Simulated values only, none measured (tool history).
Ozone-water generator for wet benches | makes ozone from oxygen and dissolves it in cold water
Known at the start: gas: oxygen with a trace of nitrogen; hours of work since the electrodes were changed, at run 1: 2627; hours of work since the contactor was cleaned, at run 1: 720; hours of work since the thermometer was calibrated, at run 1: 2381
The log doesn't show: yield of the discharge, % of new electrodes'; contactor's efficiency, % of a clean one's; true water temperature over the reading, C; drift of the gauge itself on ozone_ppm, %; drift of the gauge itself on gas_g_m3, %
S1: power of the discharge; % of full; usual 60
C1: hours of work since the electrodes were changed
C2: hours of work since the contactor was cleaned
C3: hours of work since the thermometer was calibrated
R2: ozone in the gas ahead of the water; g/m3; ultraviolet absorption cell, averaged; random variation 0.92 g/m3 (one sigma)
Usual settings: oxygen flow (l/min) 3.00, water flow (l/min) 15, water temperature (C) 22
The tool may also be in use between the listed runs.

run 1 day=0.000 | S1=60 oxygen_flow_(l/min)=3.00 water_flow_(l/min)=15 water_temperature_(C)=22 | C1=2627 C2=720 C3=2381 | dissolved_ozone_(ppm)=10.5 R2=141.6
run 2 day=2.308 | S1=60 oxygen_flow_(l/min)=3.00 water_flow_(l/min)=15 water_temperature_(C)=22 | C1=2680 C2=773 C3=2434 | dissolved_ozone_(ppm)=10.8 R2=140.3
run 3 day=6.229 | S1=60 oxygen_flow_(l/min)=3.00 water_flow_(l/min)=15 water_temperature_(C)=22 | C1=2771 C2=863 C3=2524 | dissolved_ozone_(ppm)=10.4 R2=139.6
run 4 day=9.433 | S1=60 oxygen_flow_(l/min)=3.00 water_flow_(l/min)=15 water_temperature_(C)=25 | C1=2844 C2=937 C3=2598 | dissolved_ozone_(ppm)=10.1 R2=139.8
run 5 day=12.321 | S1=60 oxygen_flow_(l/min)=3.00 water_flow_(l/min)=15 water_temperature_(C)=25 | C1=2911 C2=1003 C3=2664 | dissolved_ozone_(ppm)=10.0 R2=137.8
run 6 day=15.200 | S1=60 oxygen_flow_(l/min)=3.00 water_flow_(l/min)=15 water_temperature_(C)=25 | C1=2977 C2=1070 C3=2731 | dissolved_ozone_(ppm)=9.9 R2=139.2
run 7 day=19.988 | S1=60 oxygen_flow_(l/min)=3.00 water_flow_(l/min)=15 water_temperature_(C)=15 | C1=3088 C2=1180 C3=2841 | dissolved_ozone_(ppm)=11.3 R2=137.7
run 8 day=21.992 | S1=60 oxygen_flow_(l/min)=3.00 water_flow_(l/min)=15 water_temperature_(C)=15 | C1=3134 C2=1226 C3=2887 | dissolved_ozone_(ppm)=11.4 R2=137.6
-- day=25.225 water thermometer calibrated
run 9 day=26.675 | S1=60 oxygen_flow_(l/min)=3.00 water_flow_(l/min)=15 water_temperature_(C)=15 | C1=3241 C2=1334 C3=33 | dissolved_ozone_(ppm)=11.2 R2=136.9
run 10 day=31.475 | S1=78 oxygen_flow_(l/min)=3.00 water_flow_(l/min)=15 water_temperature_(C)=22 | C1=3352 C2=1444 C3=144 | dissolved_ozone_(ppm)=12.2 R2=162.8
run 11 day=35.771 | S1=47 oxygen_flow_(l/min)=3.00 water_flow_(l/min)=15 water_temperature_(C)=22 | C1=3451 C2=1543 C3=243 | dissolved_ozone_(ppm)=8.9 R2=114.6
run 12 day=39.375 | S1=60 oxygen_flow_(l/min)=3.00 water_flow_(l/min)=15 water_temperature_(C)=20 | C1=3534 C2=1626 C3=326 | dissolved_ozone_(ppm)=10.5 R2=135.1
run 13 day=43.679 | S1=60 oxygen_flow_(l/min)=2.09 water_flow_(l/min)=15 water_temperature_(C)=24 | C1=3633 C2=1725 C3=425 | dissolved_ozone_(ppm)=8.9 R2=153.7
-- day=47.742 water thermometer calibrated, once more
run 14 day=47.958 | S1=60 oxygen_flow_(l/min)=2.09 water_flow_(l/min)=15 water_temperature_(C)=24 | C1=3731 C2=1823 C3=5 | dissolved_ozone_(ppm)=9.0 R2=151.9
run 15 day=52.542 | S1=62 oxygen_flow_(l/min)=1.88 water_flow_(l/min)=15 water_temperature_(C)=22 | C1=3836 C2=1929 C3=110 | dissolved_ozone_(ppm)=8.9 R2=160.2
run 16 day=54.875 | S1=62 oxygen_flow_(l/min)=1.88 water_flow_(l/min)=15 water_temperature_(C)=22 | C1=3890 C2=1982 C3=164 | dissolved_ozone_(ppm)=8.7 R2=160.2
run 17 day=57.275 | S1=62 oxygen_flow_(l/min)=1.88 water_flow_(l/min)=15 water_temperature_(C)=22 | C1=3945 C2=2038 C3=220 | dissolved_ozone_(ppm)=8.7 R2=161.2
run 18 day=61.700 | S1=60 oxygen_flow_(l/min)=5.35 water_flow_(l/min)=15 water_temperature_(C)=22 | C1=4047 C2=2140 C3=321 | dissolved_ozone_(ppm)=10.8 R2=109.3
run 19 day=65.825 | S1=60 oxygen_flow_(l/min)=3.89 water_flow_(l/min)=15 water_temperature_(C)=22 | C1=4142 C2=2235 C3=416 | dissolved_ozone_(ppm)=10.1 R2=120.4
run 20 day=69.538 | S1=60 oxygen_flow_(l/min)=3.89 water_flow_(l/min)=15 water_temperature_(C)=22 | C1=4228 C2=2320 C3=502 | dissolved_ozone_(ppm)=10.4 R2=120.0
run 21 day=71.567 | S1=85 oxygen_flow_(l/min)=3.00 water_flow_(l/min)=21 water_temperature_(C)=24 | C1=4275 C2=2367 C3=549 | dissolved_ozone_(ppm)=8.7 R2=164.3
run 22 day=73.592 | S1=85 oxygen_flow_(l/min)=3.00 water_flow_(l/min)=21 water_temperature_(C)=24 | C1=4321 C2=2414 C3=595 | dissolved_ozone_(ppm)=8.8 R2=163.1
run 23 day=77.112 | S1=60 oxygen_flow_(l/min)=1.85 water_flow_(l/min)=11 water_temperature_(C)=22 | C1=4402 C2=2495 C3=676 | dissolved_ozone_(ppm)=10.8 R2=154.9
run 24 day=81.638 | S1=60 oxygen_flow_(l/min)=2.61 water_flow_(l/min)=22 water_temperature_(C)=15 | C1=4506 C2=2599 C3=781 | dissolved_ozone_(ppm)=6.8 R2=136.3

3 ways to go on from here, each from the tool as it stands after run 24. What would each give?
run A day=85.242 | S1=49 oxygen_flow_(l/min)=1.50 water_flow_(l/min)=22 water_temperature_(C)=27 | C1=4589 C2=2682 C3=864 | dissolved_ozone_(ppm)=? R2=?
run B day=85.242 | S1=48 oxygen_flow_(l/min)=4.27 water_flow_(l/min)=15 water_temperature_(C)=19 | C1=4589 C2=2682 C3=864 | dissolved_ozone_(ppm)=? R2=?
run C day=85.242 | S1=98 oxygen_flow_(l/min)=1.55 water_flow_(l/min)=22 water_temperature_(C)=14 | C1=4589 C2=2682 C3=864 | dissolved_ozone_(ppm)=? R2=?

run=A dissolved_ozone_(ppm)=4.5 R2=145.2
run=B dissolved_ozone_(ppm)=9.1 R2=99.1
run=C dissolved_ozone_(ppm)=7.4 R2=222.6
Without the tool's hidden state the same runs would have given:
run=A dissolved_ozone_(ppm)=5.4 R2=168.2
run=B dissolved_ozone_(ppm)=11.0 R2=114.4
run=C dissolved_ozone_(ppm)=9.9 R2=283.2
